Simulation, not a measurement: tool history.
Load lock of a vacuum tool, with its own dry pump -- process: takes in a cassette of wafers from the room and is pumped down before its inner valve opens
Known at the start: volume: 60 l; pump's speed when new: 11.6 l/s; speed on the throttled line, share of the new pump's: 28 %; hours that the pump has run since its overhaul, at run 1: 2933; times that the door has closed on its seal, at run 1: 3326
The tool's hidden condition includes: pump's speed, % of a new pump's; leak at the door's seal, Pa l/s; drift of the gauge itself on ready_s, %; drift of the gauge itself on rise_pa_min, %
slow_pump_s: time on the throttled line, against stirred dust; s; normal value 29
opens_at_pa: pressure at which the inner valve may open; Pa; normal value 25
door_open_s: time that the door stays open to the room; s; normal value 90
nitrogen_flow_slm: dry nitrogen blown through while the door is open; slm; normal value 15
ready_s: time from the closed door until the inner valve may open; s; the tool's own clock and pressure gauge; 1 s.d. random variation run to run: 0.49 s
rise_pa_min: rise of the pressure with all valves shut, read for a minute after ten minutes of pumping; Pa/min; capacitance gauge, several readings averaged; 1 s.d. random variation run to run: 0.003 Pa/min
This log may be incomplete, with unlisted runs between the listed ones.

run,hour,slow_pump_s,opens_at_pa,door_open_s,nitrogen_flow_slm,hours that the pump has run since its overhaul,times that the door has closed on its seal,"incoming humidity of the room's air, %",ready_s,rise_pa_min
1,0.0,29,25,90,15,2933,3326,46.9,63.9,0.057
2,86.6,29,25,90,15,3019,3460,45.0,64.9,0.054
3,142.3,29,25,90,15,3075,3546,45.4,65.3,0.051
4,190.7,34,25,90,15,3123,3620,44.6,69.0,0.064
5,232.9,17,25,90,15,3165,3686,49.0,55.6,0.061
6,318.8,29,25,32,15,3251,3818,42.1,64.1,0.039
7,368.0,29,25,90,15,3300,3894,42.7,65.2,0.055
8,454.4,29,25,90,15,3387,4028,46.9,66.8,0.063
9,508.1,29,25,90,15,3441,4111,43.0,66.0,0.059
10,577.6,29,25,90,15,3510,4218,44.8,64.0,0.061
11,660.2,29,25,90,15,3593,4345,42.9,64.4,0.058
12,728.8,29,25,39,30,3661,4451,43.9,64.7,0.033
13,774.1,29,25,178,30,3707,4521,41.1,63.9,0.058
14,818.7,15,25,90,15,3751,4590,44.6,55.1,0.059
15,872.1,15,25,90,15,3805,4673,46.2,55.3,0.063
16,924.4,15,25,90,15,3857,4753,44.0,55.6,0.061
17,981.3,58,34,90,15,3914,4841,44.9,84.4,0.062
18,1077.3,28,18,68,26,4010,4990,45.2,66.3,0.042
19,1161.2,28,18,68,26,4094,5119,47.0,66.8,0.054
20,1213.3,29,25,222,8,4146,5200,45.1,65.0,0.091
21,1269.7,29,25,222,8,4202,5287,44.6,65.0,0.088
22,1334.3,29,25,222,8,4267,5387,46.6,64.6,0.094

For some of the steps in ready_s from one run to the next: how much would appear even if the tool had no hidden state, given the settings, what came in and random variation, and how much remains for the hidden state plus any gauge scatter that the measured result and the result without hidden state don't share?
Run 16 -> 17: slow_pump_s 15 -> 58, opens_at_pa 25 -> 34. ready_s +28.8 s: hidden state -0.5, all else +29.3.
Run 17 -> 18: slow_pump_s 58 -> 28, opens_at_pa 34 -> 18, door_open_s 90 -> 68, nitrogen_flow_slm 15 -> 26. ready_s -18.1 s: hidden state +0.5, all else -18.6.
